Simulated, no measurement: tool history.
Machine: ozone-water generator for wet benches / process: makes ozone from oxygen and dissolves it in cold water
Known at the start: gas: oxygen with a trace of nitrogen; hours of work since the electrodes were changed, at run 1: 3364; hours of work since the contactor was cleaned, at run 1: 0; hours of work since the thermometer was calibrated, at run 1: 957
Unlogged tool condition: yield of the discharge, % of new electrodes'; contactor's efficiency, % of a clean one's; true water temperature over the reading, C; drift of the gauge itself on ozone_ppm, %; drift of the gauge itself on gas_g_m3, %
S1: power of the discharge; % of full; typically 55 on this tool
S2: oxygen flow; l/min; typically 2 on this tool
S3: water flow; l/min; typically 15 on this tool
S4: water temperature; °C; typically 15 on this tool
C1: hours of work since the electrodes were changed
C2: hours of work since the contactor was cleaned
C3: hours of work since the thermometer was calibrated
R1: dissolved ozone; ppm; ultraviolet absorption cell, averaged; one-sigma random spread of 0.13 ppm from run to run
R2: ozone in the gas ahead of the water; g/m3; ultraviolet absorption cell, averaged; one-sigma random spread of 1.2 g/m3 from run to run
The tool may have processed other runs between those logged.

run     day  S1    S2  S3  S4    C1   C2    C3    R1     R2
  1       0  55     2  15  15  3364    0   957  11.9  201.3
  2   3.662  55     2  15  15  3431   67  1024  11.6  200.5
  3   6.858  55     2  18  15  3490  126  1083   9.6  200.6
  4    10.7  55     2  18  15  3560  197  1153   9.7    197
  5  14.804  55     2  18  15  3636  272  1229   9.5  197.4
  6  17.683  55     2  18  15  3689  325  1282   9.4    199
  7   19.55  55     2  18  15  3723  359  1316   9.7  197.2
  8  21.938  55     2  18  15  3767  403  1360   9.4  197.8
  9  24.704  55     2  18  15  3818  454  1411   9.5  197.4
 10  27.292  52     2  10  19  3865  501  1458  15.2  186.9
 11  30.188  44     2  20   9  3919  555  1511   7.5    167
 12  34.096  44     2  10  21  3990  627  1583    13  165.5
 13  36.621  65  1.26  15  15  4037  673  1630  11.3  276.3
 14  38.708  65  1.26  15  15  4075  711  1668  11.3  279.3

Had the tool no unlogged condition, and each run kept its random variation, what would the results have been?
run    R1     R2
  1  13.4    225
  2  13.1  224.7
  3  10.9  225.4
  4    11    222
  5  10.9    223
  6  10.8  225.3
  7  11.1  223.6
  8  10.9  224.6
  9    11  224.7
 10  17.5  211.7
 11   8.5  185.1
 12  14.7    184
 13  13.6  324.7
 14  13.6  328.7
